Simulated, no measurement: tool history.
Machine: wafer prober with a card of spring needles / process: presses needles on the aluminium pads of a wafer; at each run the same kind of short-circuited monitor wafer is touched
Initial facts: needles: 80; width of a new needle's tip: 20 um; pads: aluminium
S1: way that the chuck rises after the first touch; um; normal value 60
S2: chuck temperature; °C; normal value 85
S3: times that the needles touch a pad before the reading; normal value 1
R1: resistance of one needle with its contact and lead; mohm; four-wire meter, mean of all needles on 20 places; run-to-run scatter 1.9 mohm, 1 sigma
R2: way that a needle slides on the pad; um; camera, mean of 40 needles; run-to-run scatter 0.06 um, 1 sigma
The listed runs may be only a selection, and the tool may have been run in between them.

run   hour  S1  S2  S3   R1     R2
  1    0.0  60  85   1  203  12.69
       5.5  -- tips cleaned on abrasive film
      18.7  -- tips cleaned on abrasive film
      31.9  -- tips cleaned on abrasive film
  2   39.7  60  85   1  204  12.65
      45.1  -- tips cleaned on abrasive film
      58.3  -- tips cleaned on abrasive film
      71.5  -- tips cleaned on abrasive film
      82.0  -- tips cleaned on abrasive film
  3   86.5  60  85   1  203  12.74
      94.5  -- tips cleaned on abrasive film
     105.0  -- tips cleaned on abrasive film
     118.2  -- tips cleaned on abrasive film
     131.0  -- tips cleaned on abrasive film
  4  131.0  60  85   1  204  12.80
     144.1  -- tips cleaned on abrasive film
     157.2  -- tips cleaned on abrasive film
     169.9  -- tips cleaned on abrasive film
  5  169.9  60  85   1  205  12.76
     183.1  -- tips cleaned on abrasive film
     193.7  -- tips cleaned on abrasive film
     206.9  -- tips cleaned on abrasive film
     220.1  -- tips cleaned on abrasive film
  6  226.4  60  85   1  206  12.78
     231.7  -- tips cleaned on abrasive film
     244.7  -- tips cleaned on abrasive film
     247.7  -- height of the first contact set anew
     258.2  -- tips cleaned on abrasive film
  7  265.3  60  27   1  191  12.83
     270.7  -- tips cleaned on abrasive film
     283.9  -- tips cleaned on abrasive film
     294.5  -- tips cleaned on abrasive film
     307.6  -- tips cleaned on abrasive film
     320.8  -- tips cleaned on abrasive film
  8  323.3  60  27   1  190  12.87
     333.8  -- tips cleaned on abrasive film
     347.0  -- tips cleaned on abrasive film
     359.0  -- card fitted with new needles
     372.2  -- tips cleaned on abrasive film
     382.8  -- tips cleaned on abrasive film
     395.1  -- tips cleaned on abrasive film
  9  395.1  60  27   1  188  12.90
     405.7  -- tips cleaned on abrasive film
     418.9  -- tips cleaned on abrasive film
     432.1  -- tips cleaned on abrasive film
 10  433.4  60  85   1  206  12.91
     444.0  -- tips cleaned on abrasive film
     457.2  -- tips cleaned on abrasive film
 11  467.0  54  85   1  204  11.56
     469.7  -- tips cleaned on abrasive film
     480.3  -- tips cleaned on abrasive film
     493.5  -- tips cleaned on abrasive film
 12  494.8  54  85   1  207  11.65
     505.4  -- tips cleaned on abrasive film
     515.9  -- tips cleaned on abrasive film
     529.1  -- tips cleaned on abrasive film
 13  538.3  54  85   1  205  11.65
     541.0  -- tips cleaned on abrasive film
     554.2  -- tips cleaned on abrasive film
     567.3  -- tips cleaned on abrasive film
 14  569.9  54  74   2  205  11.72
     580.4  -- tips cleaned on abrasive film
     593.6  -- tips cleaned on abrasive film
     604.7  -- tips cleaned on abrasive film
 15  604.7  60  26   1  190  12.89
     617.9  -- tips cleaned on abrasive film
     631.0  -- tips cleaned on abrasive film
     633.6  -- gauge calibrated
     641.5  -- tips cleaned on abrasive film
     644.5  -- height of the first contact set anew
     655.0  -- tips cleaned on abrasive film
 16  663.6  60  74   1  201  12.67
     666.4  -- tips cleaned on abrasive film
     676.9  -- tips cleaned on abrasive film
     690.1  -- tips cleaned on abrasive film
     703.2  -- tips cleaned on abrasive film
 17  706.0  49  39   3  195  10.35
     713.9  -- tips cleaned on abrasive film
     727.1  -- tips cleaned on abrasive film
     740.3  -- tips cleaned on abrasive film
 18  741.8  54  41   2  197  11.25
     752.3  -- tips cleaned on abrasive film
     765.5  -- tips cleaned on abrasive film
     778.7  -- tips cleaned on abrasive film
 19  788.7  44  85   3  212   9.32
     791.4  -- tips cleaned on abrasive film
     802.0  -- tips cleaned on abrasive film
     815.2  -- tips cleaned on abrasive film
     828.1  -- tips cleaned on abrasive film
 20  828.1  44  85   1  211   9.43
     841.3  -- tips cleaned on abrasive film
     854.5  -- tips cleaned on abrasive film
     865.1  -- tips cleaned on abrasive film
 21  875.4  74  73   1  198  15.82

Run 22 has not been measured yet. What should we expect?
     878.1  -- tips cleaned on abrasive film
     888.7  -- tips cleaned on abrasive film
     901.9  -- tips cleaned on abrasive film
     915.1  -- tips cleaned on abrasive film
     925.6  -- tips cleaned on abrasive film
     931.2  -- height of the first contact set anew
 22  934.2  43  113   1   ?   ?

{"run 22": {"R1": 220, "R2": 9.26}}
With no hidden state in the tool, this same run would have given R1 219 mohm, R2 9.16 um.
